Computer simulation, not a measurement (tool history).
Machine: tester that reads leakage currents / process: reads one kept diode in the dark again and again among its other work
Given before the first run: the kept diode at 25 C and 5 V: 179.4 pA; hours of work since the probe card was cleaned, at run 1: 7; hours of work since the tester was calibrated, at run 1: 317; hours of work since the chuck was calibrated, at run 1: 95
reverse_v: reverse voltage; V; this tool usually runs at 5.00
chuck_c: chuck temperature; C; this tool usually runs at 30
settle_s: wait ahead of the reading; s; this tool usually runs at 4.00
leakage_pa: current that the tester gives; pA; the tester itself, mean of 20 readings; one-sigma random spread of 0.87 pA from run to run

run   hour  reverse_v  chuck_c  settle_s  hours of work since the probe card was cleaned  hours of work since the tester was calibrated  hours of work since the chuck was calibrated  leakage_pa
  1    0.0       5.00       30      4.00                                               7                                            317                                            95      283.89
  2   31.3       1.38       30      4.00                                              25                                            334                                           112      182.21
  3   62.0       5.00       57      4.00                                              42                                            352                                           129     2861.72
  4   86.0       5.00       30      3.41                                              55                                            365                                           143      284.85
  5  116.5       5.00       30      3.41                                              72                                            382                                           160      283.16
  6  132.9       5.00       30      3.41                                              82                                            391                                           169      281.99
  7  162.0       5.00       30      3.41                                              98                                            408                                           185      280.94
     165.4  -- chuck's temperature calibrated
  8  181.0       6.13       30      4.00                                             107                                            417                                             9      297.82
  9  207.4       6.13       30      1.23                                             122                                            432                                            23      298.13
 10  230.8       6.13       30      1.23                                             135                                            445                                            37      298.43
 11  262.6       1.86       30      3.47                                             153                                            463                                            54      195.84
 12  292.9      15.27       30      7.59                                             170                                            480                                            71      409.43
 13  307.8      10.78       30      4.28                                             178                                            488                                            80      361.09
 14  336.2      10.78       30      4.28                                             194                                            504                                            95      360.96
     340.4  -- chuck's temperature calibrated, once more
 15  370.0       3.51       23      9.72                                             212                                            521                                            17      130.26
 16  401.1       9.78       23      7.04                                             229                                            539                                            34      188.55
 17  420.6       6.37       39      7.04                                             240                                            550                                            45      703.63

Some steps in leakage_pa, run to run, broken into two amounts with sign: the step expected even without the hidden condition (settings, incoming material, random variation), and the rest, left for the hidden condition together with whatever gauge scatter is not in both the measured and the hidden-condition-free result:
Unlogged tool condition in this case: stray current of the dirty probe card, pA a volt; current scale over the true one, %; true chuck temperature over the reading, C; drift of the gauge itself on leakage_pa, %.
Run 2 -> 3: reverse_v 1.38 -> 5.00, chuck_c 30 -> 57. leakage_pa +2679.51 pA: hidden state -36.67, all else +2716.18.
